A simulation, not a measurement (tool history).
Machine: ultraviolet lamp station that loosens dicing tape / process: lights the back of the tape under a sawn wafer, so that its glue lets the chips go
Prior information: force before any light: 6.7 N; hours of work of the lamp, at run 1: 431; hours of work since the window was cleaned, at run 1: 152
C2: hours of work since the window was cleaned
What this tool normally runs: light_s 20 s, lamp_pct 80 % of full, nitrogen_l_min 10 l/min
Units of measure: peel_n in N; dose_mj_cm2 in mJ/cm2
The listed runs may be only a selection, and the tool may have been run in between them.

Run 1, hour 0.0: usual settings; hours of work of the lamp 431; C2 152. Result: peel_n 0.344 N, dose_mj_cm2 178 mJ/cm2.
Run 2, hour 18.5: usual settings; hours of work of the lamp 442; C2 163. Result: peel_n 0.352 N, dose_mj_cm2 174 mJ/cm2.
Run 3, hour 50.0: usual settings; hours of work of the lamp 461; C2 182. Result: peel_n 0.371 N, dose_mj_cm2 170 mJ/cm2.
Run 4, hour 71.3: usual settings; hours of work of the lamp 474; C2 195. Result: peel_n 0.364 N, dose_mj_cm2 172 mJ/cm2.
Run 5, hour 98.7: usual settings; hours of work of the lamp 491; C2 212. Result: peel_n 0.377 N, dose_mj_cm2 168 mJ/cm2.
Run 6, hour 118.6: usual settings; hours of work of the lamp 503; C2 224. Result: peel_n 0.390 N, dose_mj_cm2 169 mJ/cm2.
Run 7, hour 134.7: usual settings; hours of work of the lamp 513; C2 234. Result: peel_n 0.401 N, dose_mj_cm2 164 mJ/cm2.
Run 8, hour 157.7: usual settings; hours of work of the lamp 527; C2 248. Result: peel_n 0.401 N, dose_mj_cm2 162 mJ/cm2.
Run 9, hour 178.3: usual settings; hours of work of the lamp 540; C2 261. Result: peel_n 0.407 N, dose_mj_cm2 166 mJ/cm2.
Run 10, hour 191.9: usual settings; hours of work of the lamp 548; C2 269. Result: peel_n 0.407 N, dose_mj_cm2 161 mJ/cm2.
Run 11, hour 206.7: usual settings; hours of work of the lamp 558; C2 279. Result: peel_n 0.429 N, dose_mj_cm2 159 mJ/cm2.
Run 12, hour 236.9: usual settings; hours of work of the lamp 576; C2 297. Result: peel_n 0.448 N, dose_mj_cm2 160 mJ/cm2.
Run 13, hour 264.0: usual settings; hours of work of the lamp 593; C2 314. Result: peel_n 0.429 N, dose_mj_cm2 156 mJ/cm2.
Run 14, hour 290.7: usual settings; hours of work of the lamp 609; C2 330. Result: peel_n 0.444 N, dose_mj_cm2 152 mJ/cm2.
Run 15, hour 317.6: usual settings; hours of work of the lamp 626; C2 347. Result: peel_n 0.475 N, dose_mj_cm2 156 mJ/cm2.
Run 16, hour 341.6: usual settings but lamp_pct 63 % of full; hours of work of the lamp 640; C2 361. Result: peel_n 0.739 N, dose_mj_cm2 121 mJ/cm2.
Run 17, hour 364.0: usual settings but lamp_pct 63 % of full; hours of work of the lamp 654; C2 375. Result: peel_n 0.748 N, dose_mj_cm2 120 mJ/cm2.
Run 18, hour 381.3: usual settings but lamp_pct 63 % of full; hours of work of the lamp 665; C2 386. Result: peel_n 0.766 N, dose_mj_cm2 117 mJ/cm2.
Run 19, hour 412.1: usual settings but lamp_pct 63 % of full; hours of work of the lamp 684; C2 405. Result: peel_n 0.795 N, dose_mj_cm2 119 mJ/cm2.
Run 20, hour 439.6: usual settings; hours of work of the lamp 701; C2 422. Result: peel_n 0.522 N, dose_mj_cm2 142 mJ/cm2.
Run 21, hour 471.2: usual settings; hours of work of the lamp 720; C2 441. Result: peel_n 0.540 N, dose_mj_cm2 140 mJ/cm2.
Run 22, hour 493.2: usual settings; hours of work of the lamp 734; C2 455. Result: peel_n 0.552 N, dose_mj_cm2 139 mJ/cm2.
Run 23, hour 509.2: usual settings but light_s 11 s, lamp_pct 90 % of full; hours of work of the lamp 743; C2 464. Result: peel_n 1.320 N, dose_mj_cm2 84 mJ/cm2.
Run 24, hour 535.6: usual settings but light_s 11 s, lamp_pct 66 % of full, nitrogen_l_min 4 l/min; hours of work of the lamp 760; C2 481. Result: peel_n 2.921 N, dose_mj_cm2 62 mJ/cm2.
At hour 559.2: window cleaned of glue's vapour.
Run 25, hour 566.6: usual settings but light_s 11 s, lamp_pct 87 % of full, nitrogen_l_min 15 l/min; hours of work of the lamp 778; C2 5. Result: peel_n 0.768 N, dose_mj_cm2 97 mJ/cm2.
Run 26, hour 581.5: usual settings but lamp_pct 85 % of full, nitrogen_l_min 7 l/min; hours of work of the lamp 788; C2 14. Result: peel_n 0.474 N, dose_mj_cm2 172 mJ/cm2.
Run 27, hour 614.3: usual settings but lamp_pct 85 % of full, nitrogen_l_min 7 l/min; hours of work of the lamp 808; C2 34. Result: peel_n 0.480 N, dose_mj_cm2 171 mJ/cm2.
Run 28, hour 632.5: usual settings but light_s 12 s, lamp_pct 79 % of full, nitrogen_l_min 5 l/min; hours of work of the lamp 819; C2 45. Result: peel_n 1.642 N, dose_mj_cm2 94 mJ/cm2.
Run 29, hour 651.9: usual settings but light_s 31 s, lamp_pct 79 % of full, nitrogen_l_min 3 l/min; hours of work of the lamp 831; C2 57. Result: peel_n 0.498 N, dose_mj_cm2 241 mJ/cm2.
Run 30, hour 684.1: usual settings but light_s 27 s, lamp_pct 79 % of full, nitrogen_l_min 16 l/min; hours of work of the lamp 851; C2 77. Result: peel_n 0.219 N, dose_mj_cm2 209 mJ/cm2.
Run 31, hour 706.6: usual settings but light_s 25 s, nitrogen_l_min 9 l/min; hours of work of the lamp 864; C2 91. Result: peel_n 0.323 N, dose_mj_cm2 194 mJ/cm2.
Run 32, hour 734.1: usual settings but light_s 27 s, lamp_pct 88 % of full, nitrogen_l_min 8 l/min; hours of work of the lamp 881; C2 107. Result: peel_n 0.264 N, dose_mj_cm2 222 mJ/cm2.
Run 33, hour 762.7: usual settings but light_s 27 s, lamp_pct 88 % of full, nitrogen_l_min 8 l/min; hours of work of the lamp 899; C2 125. Result: peel_n 0.284 N, dose_mj_cm2 220 mJ/cm2.
Run 34, hour 787.5: usual settings but lamp_pct 63 % of full, nitrogen_l_min 15 l/min; hours of work of the lamp 914; C2 140. Result: peel_n 0.596 N, dose_mj_cm2 113 mJ/cm2.
Run 35, hour 810.4: usual settings but light_s 35 s, nitrogen_l_min 5 l/min; hours of work of the lamp 928; C2 154. Result: peel_n 0.305 N, dose_mj_cm2 255 mJ/cm2.
Run 36, hour 830.3: usual settings but lamp_pct 72 % of full, nitrogen_l_min 4 l/min; hours of work of the lamp 941; C2 167. Result: peel_n 1.259 N, dose_mj_cm2 132 mJ/cm2.
Run 37, hour 854.2: usual settings but light_s 16 s, lamp_pct 86 % of full, nitrogen_l_min 4 l/min; hours of work of the lamp 955; C2 181. Result: peel_n 1.320 N, dose_mj_cm2 123 mJ/cm2.
Run 38, hour 867.8: usual settings but light_s 16 s, lamp_pct 86 % of full, nitrogen_l_min 4 l/min; hours of work of the lamp 964; C2 190. Result: peel_n 1.316 N, dose_mj_cm2 125 mJ/cm2.
Run 39, hour 891.5: usual settings but light_s 16 s, lamp_pct 86 % of full, nitrogen_l_min 4 l/min; hours of work of the lamp 978; C2 204. Result: peel_n 1.371 N, dose_mj_cm2 121 mJ/cm2.
Run 40, hour 914.7: usual settings but light_s 16 s, lamp_pct 86 % of full, nitrogen_l_min 4 l/min; hours of work of the lamp 992; C2 218. Result: peel_n 1.383 N, dose_mj_cm2 120 mJ/cm2.
Run 41, hour 940.9: usual settings but light_s 16 s, lamp_pct 86 % of full, nitrogen_l_min 4 l/min; hours of work of the lamp 1009; C2 235. Result: peel_n 1.436 N, dose_mj_cm2 114 mJ/cm2.
Run 42, hour 963.8: usual settings but light_s 21 s, lamp_pct 69 % of full; hours of work of the lamp 1023; C2 249. Result: peel_n 0.763 N, dose_mj_cm2 121 mJ/cm2.
Run 43, hour 986.8: usual settings but lamp_pct 71 % of full; hours of work of the lamp 1037; C2 263. Result: peel_n 0.772 N, dose_mj_cm2 120 mJ/cm2.

For each entry between runs, how does the tool's hidden state at the last listed run before it compare with that at the first listed run after it?
In the gap between runs 24 and 25: window cleaned of glue's vapour (hour 559.2)
  lamp's light, % of a new lamp's: 75.3 -> 74.7; light that the window lets through, % of a clean one's: 82 -> 99.7
  measured minus no-state result, peel_n: +1.144 -> +0.331 N; dose_mj_cm2: -38 -> -34 mJ/cm2
